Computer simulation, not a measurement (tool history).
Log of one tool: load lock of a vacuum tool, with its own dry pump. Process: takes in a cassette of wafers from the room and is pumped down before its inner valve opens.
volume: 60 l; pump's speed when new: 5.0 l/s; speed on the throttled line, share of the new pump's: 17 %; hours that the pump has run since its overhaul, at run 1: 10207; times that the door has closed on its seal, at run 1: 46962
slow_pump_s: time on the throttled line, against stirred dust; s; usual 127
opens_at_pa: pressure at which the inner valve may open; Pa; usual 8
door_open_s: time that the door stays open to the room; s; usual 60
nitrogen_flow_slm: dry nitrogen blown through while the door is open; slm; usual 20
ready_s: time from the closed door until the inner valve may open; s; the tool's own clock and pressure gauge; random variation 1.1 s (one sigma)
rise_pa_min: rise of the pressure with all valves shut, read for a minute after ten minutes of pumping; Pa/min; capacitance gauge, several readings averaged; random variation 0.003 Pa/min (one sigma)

run	hour	slow_pump_s	opens_at_pa	door_open_s	nitrogen_flow_slm	hours that the pump has run since its overhaul	times that the door has closed on its seal	incoming humidity of the room's air, %	ready_s	rise_pa_min
1	0	127	8	60	20	10207	46962	45.1	231	0.487
2	415.7	127	8	60	20	10623	48596	43.3	232.8	0.505
3	751.1	127	8	60	6	10958	49915	49.1	230.6	0.553
# hour 1111.5: door's seal changed, seat wiped
4	1352.6	127	8	60	6	11558	948	42	232.9	0.048
5	1764.9	127	8	60	6	11970	2569	44	232.5	0.054
6	2058	127	8	60	6	12263	3721	44.2	233.4	0.06
7	2400.3	127	8	57	20	12606	5067	43.6	232.2	0.054
8	2665.3	127	8	57	20	12871	6109	42.1	233.4	0.056
9	3157.7	127	8	57	20	13363	8044	44.4	234.1	0.069
10	3503.4	127	7	60	20	13709	9403	43.9	236.3	0.078
11	3986.9	127	7	60	20	14192	11304	43.1	237.4	0.082
12	4623.5	127	8	60	20	14829	13807	45.8	237.3	0.106
13	5137.3	127	8	60	11	15343	15827	45.7	237.4	0.118
14	5732.6	127	8	60	11	15938	18167	46.2	236.5	0.14

Forecast run 15:
15	6258.3	177	8	60	11	16464	20233	44.1	?	?

{"run 15": {"ready_s": 279.7, "rise_pa_min": 0.157}}
Without the tool's hidden state the same run would have given ready_s 263.2 s, rise_pa_min 0.046 Pa/min.
